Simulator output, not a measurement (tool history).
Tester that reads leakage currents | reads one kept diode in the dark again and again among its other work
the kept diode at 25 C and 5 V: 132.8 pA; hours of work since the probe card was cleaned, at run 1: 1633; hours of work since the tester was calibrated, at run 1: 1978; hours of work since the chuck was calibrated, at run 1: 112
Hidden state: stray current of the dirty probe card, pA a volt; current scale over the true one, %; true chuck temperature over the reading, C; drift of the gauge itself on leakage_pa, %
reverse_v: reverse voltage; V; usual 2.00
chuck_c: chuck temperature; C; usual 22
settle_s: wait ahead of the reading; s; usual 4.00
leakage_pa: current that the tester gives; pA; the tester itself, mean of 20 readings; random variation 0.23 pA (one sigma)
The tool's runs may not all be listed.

| run | hour | reverse_v | chuck_c | settle_s | hours of work since the probe card was cleaned | hours of work since the tester was calibrated | hours of work since the chuck was calibrated | leakage_pa |
|---|---|---|---|---|---|---|---|---|
| 1 | 0.0 | 2.00 | 22 | 4.00 | 1633 | 1978 | 112 | 76.17 |
| 2 | 174.5 | 2.00 | 22 | 4.00 | 1752 | 2097 | 231 | 77.19 |
| 3 | 298.3 | 2.00 | 22 | 4.00 | 1837 | 2181 | 316 | 77.92 |
| 4 | 543.4 | 10.43 | 22 | 4.00 | 2004 | 2348 | 483 | 150.43 |
| 5 | 672.0 | 10.43 | 22 | 4.00 | 2091 | 2436 | 571 | 151.82 |
|  | 708.1 | tester calibrated |
|  | 852.2 | chuck's temperature calibrated |
| 6 | 898.1 | 10.43 | 22 | 9.60 | 2243 | 128 | 31 | 146.37 |
| 7 | 1037.3 | 2.00 | 45 | 4.00 | 2338 | 223 | 126 | 537.29 |
| 8 | 1143.1 | 2.00 | 45 | 4.00 | 2410 | 295 | 198 | 541.20 |
| 9 | 1273.1 | 2.00 | 45 | 4.00 | 2499 | 384 | 287 | 546.73 |
|  | 1378.0 | tester calibrated, once more |
| 10 | 1394.6 | 2.00 | 45 | 4.00 | 2580 | 11 | 368 | 541.38 |
| 11 | 1582.7 | 4.59 | 22 | 4.00 | 2708 | 140 | 497 | 109.99 |
| 12 | 1753.4 | 2.00 | 22 | 4.00 | 2825 | 256 | 613 | 81.27 |
|  | 1880.5 | chuck's temperature calibrated |
| 13 | 1914.8 | 2.00 | 22 | 1.60 | 2933 | 365 | 23 | 76.43 |
| 14 | 2137.2 | 1.53 | 22 | 4.00 | 3085 | 516 | 175 | 69.85 |
| 15 | 2369.3 | 2.00 | 22 | 5.40 | 3243 | 674 | 333 | 78.82 |
| 16 | 2586.6 | 2.00 | 21 | 4.00 | 3391 | 823 | 481 | 73.43 |
| 17 | 2692.3 | 2.00 | 21 | 4.00 | 3463 | 895 | 553 | 74.53 |
| 18 | 2809.9 | 2.00 | 22 | 4.00 | 3543 | 975 | 634 | 82.29 |
|  | 2905.5 | chuck's temperature calibrated |
| 19 | 2997.1 | 2.00 | 22 | 4.00 | 3670 | 1101 | 62 | 77.18 |
| 20 | 3253.9 | 2.00 | 22 | 4.00 | 3845 | 1276 | 238 | 78.67 |
|  | 3364.1 | probe card cleaned and baked |
| 21 | 3513.2 | 10.05 | 39 | 0.40 | 102 | 1451 | 412 | 592.54 |
| 22 | 3711.1 | 1.99 | 20 | 4.00 | 237 | 1586 | 547 | 64.57 |
| 23 | 3887.5 | 1.99 | 20 | 4.00 | 357 | 1706 | 667 | 65.50 |
|  | 3925.1 | chuck's temperature calibrated |
| 24 | 3999.3 | 11.82 | 20 | 0.63 | 432 | 1781 | 51 | 126.34 |
| 25 | 4144.4 | 11.82 | 20 | 0.63 | 531 | 1880 | 149 | 128.33 |
| 26 | 4295.1 | 2.00 | 32 | 7.76 | 633 | 1983 | 252 | 187.93 |
| 27 | 4456.0 | 2.00 | 32 | 7.76 | 743 | 2092 | 362 | 190.64 |
| 28 | 4577.7 | 1.52 | 49 | 5.78 | 826 | 2175 | 445 | 683.34 |
| 29 | 4828.0 | 14.55 | 48 | 4.46 | 997 | 2346 | 615 | 1432.94 |
|  | 4946.8 | chuck's temperature calibrated |
|  | 5004.9 | tester calibrated |
| 30 | 5071.1 | 14.55 | 48 | 4.46 | 1160 | 45 | 83 | 1333.67 |
| 31 | 5268.0 | 14.55 | 48 | 4.46 | 1294 | 179 | 218 | 1353.54 |
| 32 | 5408.3 | 6.88 | 53 | 0.44 | 1390 | 275 | 313 | 1535.41 |
| 33 | 5540.0 | 6.88 | 53 | 0.44 | 1479 | 365 | 403 | 1553.57 |
| 34 | 5681.5 | 6.88 | 53 | 0.44 | 1576 | 461 | 499 | 1561.95 |
| 35 | 5843.9 | 2.00 | 42 | 0.67 | 1686 | 572 | 610 | 434.29 |
|  | 5972.5 | chuck's temperature calibrated |
| 36 | 6092.6 | 2.00 | 42 | 0.67 | 1855 | 740 | 82 | 416.96 |
| 37 | 6346.3 | 4.32 | 55 | 0.52 | 2028 | 913 | 255 | 1510.84 |
| 38 | 6462.4 | 4.32 | 55 | 0.52 | 2107 | 992 | 334 | 1526.06 |

Forecast each of these 4 alternatives for the next run:
| A | 6701.3 | 1.15 | 23 | 0.75 | 2270 | 1155 | 497 | ? |
| B | 6701.3 | 3.51 | 22 | 0.75 | 2270 | 1155 | 497 | ? |
| C | 6701.3 | 18.29 | 22 | 9.12 | 2270 | 1155 | 497 | ? |
| D | 6701.3 | 12.34 | 22 | 4.00 | 2270 | 1155 | 497 | ? |

| run | leakage_pa |
|---|---|
| A | 71.80 |
| B | 100.39 |
| C | 192.31 |
| D | 163.16 |
Without the tool's hidden state the same runs would have given:
| run | leakage_pa |
|---|---|
| A | 66.64 |
| B | 90.96 |
| C | 160.50 |
| D | 139.96 |
